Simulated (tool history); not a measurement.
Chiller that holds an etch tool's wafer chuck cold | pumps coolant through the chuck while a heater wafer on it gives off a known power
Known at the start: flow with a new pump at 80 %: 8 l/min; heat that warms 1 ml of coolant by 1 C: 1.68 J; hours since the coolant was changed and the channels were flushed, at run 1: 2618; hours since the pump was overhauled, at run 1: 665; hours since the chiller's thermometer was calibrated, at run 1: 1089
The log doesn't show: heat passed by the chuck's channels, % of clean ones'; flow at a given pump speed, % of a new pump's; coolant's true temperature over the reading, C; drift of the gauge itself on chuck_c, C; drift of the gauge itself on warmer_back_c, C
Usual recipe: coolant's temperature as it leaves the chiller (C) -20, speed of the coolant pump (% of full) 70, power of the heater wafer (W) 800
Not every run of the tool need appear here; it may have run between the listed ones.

run,hour,coolant's temperature as it leaves the chiller (C),speed of the coolant pump (% of full),power of the heater wafer (W),hours since the coolant was changed and the channels were flushed,hours since the pump was overhauled,hours since the chiller's thermometer was calibrated,chuck's temperature once it has settled (C),how much warmer the coolant comes back (C)
1,0,-20,70,800,2618,665,1089,-12.3,4.19
2,26.4,-20,70,800,2644,691,1116,-12.4,4.18
3,85.1,-20,94,800,2703,750,1174,-14,3.08
4,145.7,-20,94,800,2764,810,1235,-14.2,3.09
5,195.9,-20,94,800,2814,861,1285,-14.2,3.13
6,238.6,-20,94,800,2856,903,1328,-14,3.15
7,283.6,-20,66,800,2901,948,1373,-12.1,4.47
8,314.2,-28,70,800,2932,979,1403,-20.5,4.29
9,359.7,-28,70,800,2978,1024,1449,-20.1,4.24
10,407.3,-28,70,800,3025,1072,1497,-20.2,4.24
11,455.2,-20,62,800,3073,1120,1544,-11.5,4.77
12,494.4,-20,62,800,3112,1159,1584,-11.2,4.85
13,547.3,-20,62,800,3165,1212,1637,-11.4,4.79
14,581,-20,70,636,3199,1246,1670,-13.6,3.39
15,616.3,-20,70,800,3234,1281,1706,-12.3,4.29
16,657.3,-20,70,800,3275,1322,1747,-12.2,4.28
17,706,-20,70,800,3324,1371,1795,-12,4.24
18,768.1,-27,70,814,3386,1433,1857,-19.1,4.32
19,816.2,-11,93,1020,3434,1481,1905,-3.4,4.16
20,848.2,-11,93,1020,3466,1513,1937,-3.2,4.12
21,877,-11,65,731,3495,1542,1966,-3,4.24
22,921.2,-11,65,731,3539,1586,2010,-3.2,4.2
23,951.5,-20,65,797,3569,1616,2041,-11.7,4.65
24,987.4,-30,65,992,3605,1652,2077,-19.6,5.79
25,1027.3,-20,68,558,3645,1692,2117,-14.3,3.11
26,1054.5,-15,83,752,3672,1719,2144,-8.5,3.4
27,1105.4,-24,73,752,3723,1770,2195,-16.7,3.91
28,1168.7,-19,70,800,3787,1833,2258,-11,4.31
29,1218.9,-29,92,1049,3837,1884,2308,-20.8,4.28
30,1262,-29,92,1049,3880,1927,2351,-20.9,4.28
31,1293,-13,71,800,3911,1958,2382,-5,4.3
32,1348.3,-20,63,590,3966,2013,2438,-13.6,3.64

Consider 3 possible next runs. They are alternatives, not a sequence: every one starts from the tool as it was left by run 32. What does each give?
A,1393.5,-21,75,565,4011,2058,2483,?,?
B,1393.5,-20,70,790,4011,2058,2483,?,?
C,1393.5,-29,70,841,4011,2058,2483,?,?

run,chuck's temperature once it has settled (C),how much warmer the coolant comes back (C)
A,-15.6,2.94
B,-12.1,4.31
C,-20.6,4.56
Without the tool's unlogged condition, the same runs would have read:
run,chuck's temperature once it has settled (C),how much warmer the coolant comes back (C)
A,-16.5,2.76
B,-13.3,4.04
C,-21.8,4.27
